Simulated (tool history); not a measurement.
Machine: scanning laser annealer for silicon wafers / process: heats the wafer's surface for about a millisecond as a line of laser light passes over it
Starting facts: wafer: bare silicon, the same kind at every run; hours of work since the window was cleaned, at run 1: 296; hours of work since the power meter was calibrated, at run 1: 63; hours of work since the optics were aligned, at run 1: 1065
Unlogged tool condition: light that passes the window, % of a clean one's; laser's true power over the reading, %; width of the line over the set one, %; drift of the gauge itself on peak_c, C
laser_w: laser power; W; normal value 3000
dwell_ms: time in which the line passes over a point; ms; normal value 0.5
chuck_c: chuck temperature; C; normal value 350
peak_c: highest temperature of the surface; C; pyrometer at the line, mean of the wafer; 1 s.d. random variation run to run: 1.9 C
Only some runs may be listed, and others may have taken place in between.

| run | day | laser_w | dwell_ms | chuck_c | hours of work since the window was cleaned | hours of work since the power meter was calibrated | hours of work since the optics were aligned | peak_c |
|---|---|---|---|---|---|---|---|---|
| 1 | 0 | 3000 | 0.5 | 350 | 296 | 63 | 1065 | 1094 |
| 2 | 0.588 | 3000 | 0.5 | 350 | 306 | 72 | 1074 | 1093 |
| 3 | 1.358 | 3000 | 0.503 | 350 | 317 | 84 | 1086 | 1094 |
| 4 | 2.075 | 3000 | 0.407 | 350 | 329 | 95 | 1097 | 1016 |
| 5 | 2.658 | 3000 | 0.407 | 350 | 338 | 104 | 1106 | 1014 |
| 6 | 3.054 | 3000 | 0.497 | 350 | 344 | 110 | 1112 | 1090 |
| 7 | 3.658 | 3000 | 0.5 | 378 | 353 | 119 | 1122 | 1117 |
| 8 | 4.212 | 3000 | 0.5 | 378 | 362 | 128 | 1130 | 1120 |
| 9 | 4.792 | 3000 | 0.5 | 378 | 371 | 137 | 1139 | 1118 |
| 10 | 5.392 | 3000 | 0.531 | 378 | 380 | 146 | 1149 | 1143 |
| 11 | 6.096 | 3000 | 0.5 | 350 | 391 | 157 | 1160 | 1091 |
| 12 | 6.712 | 3000 | 0.5 | 350 | 401 | 167 | 1169 | 1088 |
| 13 | 7.338 | 3000 | 0.5 | 350 | 410 | 177 | 1179 | 1088 |
| 14 | 8.05 | 3000 | 0.5 | 350 | 421 | 188 | 1190 | 1086 |
| 15 | 8.479 | 3000 | 0.5 | 350 | 428 | 194 | 1197 | 1090 |
| 16 | 9.196 | 3000 | 0.421 | 350 | 439 | 205 | 1208 | 1023 |
| 17 | 9.758 | 3000 | 0.492 | 350 | 448 | 214 | 1216 | 1083 |
| 18 | 10.354 | 3000 | 0.5 | 350 | 457 | 223 | 1226 | 1088 |
|  | 11.179 | optics aligned, line set to its width |
| 19 | 11.238 | 3000 | 0.5 | 350 | 468 | 234 | 1 | 1097 |
| 20 | 11.917 | 3260 | 0.5 | 350 | 478 | 244 | 11 | 1159 |
| 21 | 12.517 | 3260 | 0.5 | 350 | 488 | 254 | 21 | 1161 |
| 22 | 12.917 | 3000 | 0.415 | 383 | 494 | 260 | 27 | 1060 |
| 23 | 13.325 | 3110 | 0.56 | 358 | 500 | 266 | 33 | 1182 |
| 24 | 13.983 | 2578 | 0.542 | 324 | 510 | 277 | 44 | 995 |
|  | 14.133 | window over the wafer cleaned |
| 25 | 14.704 | 3000 | 0.428 | 370 | 9 | 286 | 53 | 1052 |
| 26 | 15.167 | 2826 | 0.601 | 389 | 16 | 294 | 61 | 1156 |
| 27 | 15.812 | 2703 | 0.401 | 334 | 26 | 304 | 71 | 925 |
|  | 15.946 | window over the wafer cleaned, once more |
| 28 | 16.492 | 3000 | 0.511 | 350 | 8 | 313 | 80 | 1117 |
| 29 | 17.167 | 2997 | 0.478 | 350 | 19 | 323 | 90 | 1093 |
| 30 | 17.6 | 2997 | 0.478 | 350 | 26 | 330 | 97 | 1090 |
| 31 | 18.212 | 3000 | 0.612 | 350 | 35 | 340 | 107 | 1198 |
| 32 | 18.662 | 3000 | 0.5 | 339 | 42 | 347 | 114 | 1097 |
| 33 | 19.225 | 3000 | 0.5 | 339 | 51 | 355 | 122 | 1098 |
| 34 | 19.7 | 3000 | 0.5 | 339 | 58 | 363 | 130 | 1098 |
| 35 | 20.117 | 3000 | 0.364 | 339 | 65 | 369 | 136 | 980 |
| 36 | 20.679 | 3288 | 0.56 | 376 | 74 | 378 | 145 | 1258 |
| 37 | 21.262 | 2667 | 0.591 | 326 | 83 | 387 | 154 | 1067 |
| 38 | 21.679 | 2558 | 0.379 | 326 | 89 | 393 | 160 | 882 |
| 39 | 22.15 | 2580 | 0.467 | 373 | 96 | 401 | 168 | 1004 |
| 40 | 22.933 | 2890 | 0.408 | 313 | 108 | 413 | 180 | 967 |
| 41 | 23.4 | 3241 | 0.5 | 377 | 116 | 420 | 187 | 1193 |

Pick out some run-to-run changes in peak_c. Of each, how much would a tool without hidden state show as well, from the settings, what came in and chance, and how much is left for the hidden state and any gauge scatter not in both results compared?
Run 18 -> 19: optics aligned, line set to its width. peak_c +9 C: hidden state +11, all else -2.
Run 24 -> 25: laser_w 2578 -> 3000, dwell_ms 0.542 -> 0.428, chuck_c 324 -> 370, window over the wafer cleaned. peak_c +57 C: hidden state -9, all else +66.
Run 26 -> 27: laser_w 2826 -> 2703, dwell_ms 0.601 -> 0.401, chuck_c 389 -> 334. peak_c -231 C: hidden state +7, all else -238.
Run 27 -> 28: laser_w 2703 -> 3000, dwell_ms 0.401 -> 0.511, chuck_c 334 -> 350, window over the wafer cleaned, once more. peak_c +192 C: hidden state +18, all else +174.
Run 35 -> 36: laser_w 3000 -> 3288, dwell_ms 0.364 -> 0.56, chuck_c 339 -> 376. peak_c +278 C: hidden state -3, all else +281.
Run 40 -> 41: laser_w 2890 -> 3241, dwell_ms 0.408 -> 0.5, chuck_c 313 -> 377. peak_c +226 C: hidden state -3, all else +229.
